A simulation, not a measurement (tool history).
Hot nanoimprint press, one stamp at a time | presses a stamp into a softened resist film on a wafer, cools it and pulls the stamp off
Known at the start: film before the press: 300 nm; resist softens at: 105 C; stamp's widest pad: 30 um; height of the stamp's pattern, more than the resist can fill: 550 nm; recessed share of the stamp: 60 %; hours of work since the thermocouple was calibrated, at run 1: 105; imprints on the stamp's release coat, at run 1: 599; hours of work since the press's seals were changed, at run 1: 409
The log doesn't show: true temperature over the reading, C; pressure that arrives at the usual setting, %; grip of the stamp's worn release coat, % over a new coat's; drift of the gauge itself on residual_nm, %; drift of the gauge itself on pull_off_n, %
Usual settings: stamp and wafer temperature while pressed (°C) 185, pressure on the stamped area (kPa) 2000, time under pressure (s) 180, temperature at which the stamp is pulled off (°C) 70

run,hour,stamp and wafer temperature while pressed (°C),pressure on the stamped area (kPa),time under pressure (s),temperature at which the stamp is pulled off (°C),hours of work since the thermocouple was calibrated,imprints on the stamp's release coat,hours of work since the press's seals were changed,resist left under the stamp's widest pad (angstrom),greatest force while the stamp is pulled off (N)
1,0,185,2000,180,70,105,599,409,1558,122
2,29.6,185,2000,180,70,118,691,422,1557,123
3,58.8,185,2000,180,70,131,782,435,1562,120
4,77.5,185,2000,180,70,139,840,443,1561,122
5,95.8,185,2000,180,70,147,897,451,1565,123
6,115,185,2000,180,70,156,957,460,1556,125
7,134.3,176,2040,256,70,164,1017,468,1802,123
8,148.4,185,3000,180,72,170,1060,474,1249,116
9,173.9,196,2000,116,70,182,1139,485,1344,123
10,199.6,196,2000,116,70,193,1219,497,1344,123
# hour 219.2: stamp cleaned and given a new release coat
11,228.9,180,2150,104,72,203,30,507,2005,116
12,247.5,180,1400,332,66,211,88,515,1800,133

4 options for the next run, each taken on its own from the tool as it stands now. Forecast them:
A,262.7,191,2490,149,66,218,135,522,?,?
B,262.7,176,2000,129,70,218,135,522,?,?
C,262.7,180,3190,332,66,218,135,522,?,?
D,262.7,185,1440,180,73,218,135,522,?,?

run,resist left under the stamp's widest pad (angstrom),greatest force while the stamp is pulled off (N)
A,1250,134
B,2162,122
C,1150,136
D,1840,115
The same runs, with their run-to-run variation unchanged, on a tool lacking any hidden condition would have given:
run,resist left under the stamp's widest pad (angstrom),greatest force while the stamp is pulled off (N)
A,1241,134
B,2146,122
C,1142,136
D,1826,115

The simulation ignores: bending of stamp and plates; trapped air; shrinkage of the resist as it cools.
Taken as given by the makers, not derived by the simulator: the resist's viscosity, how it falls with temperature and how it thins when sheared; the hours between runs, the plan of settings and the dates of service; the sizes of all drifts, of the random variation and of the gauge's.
